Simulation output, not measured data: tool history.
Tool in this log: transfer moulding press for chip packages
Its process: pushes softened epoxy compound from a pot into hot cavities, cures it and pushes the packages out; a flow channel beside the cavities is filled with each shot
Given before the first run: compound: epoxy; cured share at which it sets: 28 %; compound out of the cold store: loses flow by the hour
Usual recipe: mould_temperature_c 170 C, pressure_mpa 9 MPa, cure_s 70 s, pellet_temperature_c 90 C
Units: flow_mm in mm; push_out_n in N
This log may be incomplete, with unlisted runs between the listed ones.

| run | hour | mould_temperature_c | pressure_mpa | cure_s | pellet_temperature_c | incoming compound's hours out of the cold store | flow_mm | push_out_n |
|---|---|---|---|---|---|---|---|---|
| 1 | 0 | 170 | 9 | 70 | 90 | 8.8 | 1025 | 624 |
|  | 5.5 | cavities cleaned with cleaning compound and waxed |
| 2 | 11.5 | 170 | 9 | 70 | 90 | 36.9 | 945 | 441 |
| 3 | 20.7 | 170 | 9 | 70 | 90 | 10.1 | 1013 | 526 |
|  | 38.7 | plunger's sealing rings changed |
| 4 | 41.7 | 170 | 9 | 70 | 90 | 24.2 | 993 | 617 |
| 5 | 52.1 | 164 | 9 | 70 | 90 | 16.4 | 1037 | 907 |
|  | 57.8 | cavities cleaned with cleaning compound and waxed |
| 6 | 67.9 | 164 | 9 | 70 | 90 | 45.4 | 953 | 679 |
| 7 | 77.7 | 164 | 9 | 70 | 90 | 20.5 | 1024 | 787 |
| 8 | 89.5 | 164 | 9 | 70 | 90 | 13.7 | 1046 | 903 |
| 9 | 98.4 | 164 | 9 | 70 | 90 | 40 | 963 | 850 |
|  | 106.7 | cavities cleaned with cleaning compound and waxed |
| 10 | 109.4 | 164 | 9 | 93 | 90 | 41.3 | 959 | 337 |
| 11 | 120.5 | 164 | 9 | 93 | 90 | 28.8 | 990 | 432 |
| 12 | 135.7 | 170 | 9 | 70 | 90 | 17.6 | 1004 | 622 |
| 13 | 151.2 | 174 | 9 | 70 | 90 | 30.9 | 956 | 542 |
|  | 156.1 | cavities cleaned with cleaning compound and waxed |
| 14 | 170.7 | 174 | 9 | 70 | 90 | 18.4 | 986 | 438 |
| 15 | 188.8 | 164 | 9.71 | 70 | 97 | 39.7 | 991 | 823 |
| 16 | 200.2 | 164 | 9.71 | 70 | 97 | 40.4 | 991 | 862 |
|  | 205.4 | cavities cleaned with cleaning compound and waxed |
| 17 | 215.2 | 163 | 8.08 | 57 | 97 | 23.4 | 943 | 1150 |

Estimate the outcome of run 18 from the log above:
|  | 231.4 | plunger's sealing rings changed |
| 18 | 232.3 | 173 | 9 | 70 | 81 | 24.2 | ? | ? |

flow_mm: 992 mm
push_out_n: 509 N
The same run, on a tool lacking any hidden state, would have yielded flow_mm 993 mm, push_out_n 313 N.
